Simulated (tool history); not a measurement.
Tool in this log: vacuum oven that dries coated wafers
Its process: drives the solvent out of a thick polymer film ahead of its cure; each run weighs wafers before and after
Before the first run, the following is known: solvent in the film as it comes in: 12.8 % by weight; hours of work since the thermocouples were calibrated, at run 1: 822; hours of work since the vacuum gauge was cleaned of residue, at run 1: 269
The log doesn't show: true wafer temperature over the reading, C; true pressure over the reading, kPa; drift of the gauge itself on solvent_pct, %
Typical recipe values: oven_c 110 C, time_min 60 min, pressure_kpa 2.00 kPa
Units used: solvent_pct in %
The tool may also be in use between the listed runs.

| run | day | oven_c | time_min | pressure_kpa | hours of work since the thermocouples were calibrated | hours of work since the vacuum gauge was cleaned of residue | solvent_pct |
|---|---|---|---|---|---|---|---|
| 1 | 0.000 | 110 | 60 | 2.00 | 822 | 269 | 3.71 |
| 2 | 0.900 | 110 | 60 | 2.00 | 832 | 279 | 3.69 |
| 3 | 1.325 | 118 | 60 | 2.00 | 837 | 284 | 2.02 |
| 4 | 1.967 | 118 | 60 | 2.00 | 844 | 292 | 2.08 |
| 5 | 2.742 | 96 | 60 | 2.00 | 853 | 301 | 7.00 |
| 6 | 3.192 | 110 | 91 | 2.00 | 859 | 306 | 2.37 |
| 7 | 3.933 | 110 | 91 | 2.00 | 867 | 314 | 2.41 |
| 8 | 4.875 | 110 | 60 | 1.96 | 878 | 325 | 3.68 |
| 9 | 5.396 | 107 | 60 | 2.00 | 884 | 331 | 4.30 |
| 10 | 6.333 | 110 | 60 | 2.00 | 895 | 342 | 3.68 |
| 11 | 6.933 | 110 | 60 | 2.00 | 902 | 349 | 3.68 |
| 12 | 7.775 | 110 | 60 | 2.00 | 912 | 359 | 3.63 |
| 13 | 8.604 | 110 | 60 | 5.91 | 921 | 369 | 5.44 |
| 14 | 9.221 | 110 | 60 | 2.00 | 929 | 376 | 3.75 |
| 15 | 9.933 | 110 | 60 | 2.00 | 937 | 384 | 3.69 |
| 16 | 10.438 | 117 | 60 | 5.42 | 943 | 390 | 3.70 |
| 17 | 11.154 | 103 | 71 | 4.75 | 951 | 398 | 6.07 |
| 18 | 11.558 | 110 | 106 | 1.82 | 956 | 403 | 1.97 |
| 19 | 12.183 | 114 | 106 | 1.82 | 963 | 410 | 1.43 |
| 20 | 13.054 | 124 | 89 | 2.93 | 973 | 420 | 1.24 |
| 21 | 13.538 | 124 | 89 | 2.93 | 979 | 426 | 1.24 |
| 22 | 14.033 | 110 | 56 | 6.76 | 985 | 432 | 6.04 |
| 23 | 14.783 | 110 | 56 | 6.76 | 993 | 440 | 6.00 |
| 24 | 15.717 | 110 | 47 | 7.03 | 1004 | 451 | 6.52 |
| 25 | 16.288 | 110 | 85 | 2.00 | 1011 | 458 | 2.59 |
| 26 | 17.062 | 111 | 70 | 6.14 | 1020 | 467 | 4.97 |
| 27 | 17.992 | 112 | 81 | 1.76 | 1030 | 478 | 2.30 |
| 28 | 18.779 | 112 | 81 | 1.76 | 1040 | 487 | 2.23 |
|  | 19.392 | oven's thermocouples calibrated |
| 29 | 19.425 | 112 | 68 | 1.08 | 0 | 493 | 2.33 |

Describe how what the log doesn't record of the tool's condition differs between the last listed run preceding each entry between runs and the first listed run following it.
Run 28 -> run 29: oven's thermocouples calibrated (day 19.392)
  true wafer temperature over the reading, C: -0.09 -> -0.04

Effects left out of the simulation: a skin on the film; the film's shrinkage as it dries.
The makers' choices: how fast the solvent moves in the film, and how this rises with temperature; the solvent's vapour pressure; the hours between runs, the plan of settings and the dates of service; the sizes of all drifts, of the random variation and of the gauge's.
